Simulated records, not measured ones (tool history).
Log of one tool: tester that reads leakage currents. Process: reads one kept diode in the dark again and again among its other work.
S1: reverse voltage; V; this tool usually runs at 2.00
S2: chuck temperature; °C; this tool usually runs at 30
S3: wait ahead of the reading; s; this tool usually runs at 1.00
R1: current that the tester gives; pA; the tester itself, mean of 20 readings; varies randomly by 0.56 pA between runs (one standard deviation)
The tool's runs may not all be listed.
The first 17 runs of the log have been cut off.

Run 18, hour 643.1: usual settings but S1 1.26 V, S2 41 °C, S3 0.32 s. Result: R1 326.55 pA.
At hour 683.6: probe card cleaned and baked.
Run 19, hour 684.5: usual settings but S1 13.83 V, S2 59 °C, S3 1.56 s. Result: R1 2876.13 pA.
Run 20, hour 711.1: usual settings but S1 1.77 V, S2 59 °C, S3 0.71 s. Result: R1 1178.86 pA.
Run 21, hour 749.9: usual settings but S1 4.11 V, S2 59 °C, S3 0.71 s. Result: R1 1691.63 pA.
Run 22, hour 793.9: usual settings but S1 1.45 V, S2 31 °C, S3 4.91 s. Result: R1 173.12 pA.
Run 23, hour 828.2: usual settings but S1 4.70 V, S2 32 °C, S3 0.38 s. Result: R1 316.23 pA.
Run 24, hour 876.5: usual settings but S1 4.70 V, S2 32 °C, S3 0.38 s. Result: R1 313.14 pA.
Run 25, hour 913.8: usual settings but S1 4.23 V. Result: R1 260.14 pA.
Run 26, hour 953.6: usual settings but S1 17.25 V, S2 51 °C, S3 1.10 s. Result: R1 1938.99 pA.
Run 27, hour 982.9: usual settings but S1 17.25 V, S2 51 °C, S3 1.10 s. Result: R1 1944.27 pA.
Run 28, hour 1013.1: usual settings but S1 1.71 V, S2 25 °C, S3 3.00 s. Result: R1 120.75 pA.
Run 29, hour 1061.3: usual settings but S1 4.49 V, S2 25 °C, S3 3.24 s. Result: R1 182.09 pA.
Run 30, hour 1099.7: usual settings but S1 2.04 V. Result: R1 188.89 pA.
Run 31, hour 1142.2: usual settings but S1 12.28 V, S2 54 °C, S3 1.74 s. Result: R1 2023.11 pA.
Run 32, hour 1174.7: usual settings but S1 3.97 V, S2 40 °C, S3 2.51 s. Result: R1 502.40 pA.

Forecast each of these 4 alternatives for the next run:
Run A, hour 1202.3: usual settings but S3 5.26 s. Result: R1 ?.
Run B, hour 1202.3: usual settings but S1 10.37 V, S2 58 °C, S3 0.36 s. Result: R1 ?.
Run C, hour 1202.3: usual settings but S1 7.39 V, S2 25 °C, S3 1.92 s. Result: R1 ?.
Run D, hour 1202.3: usual settings but S1 1.03 V, S2 21 °C, S3 2.92 s. Result: R1 ?.

run       R1
  A   186.20
  B  2400.15
  C   229.46
  D    71.72
With the hidden condition removed and each run's random variation left untouched, the same runs would have given:
run       R1
  A   186.02
  B  2398.28
  C   229.20
  D    71.64
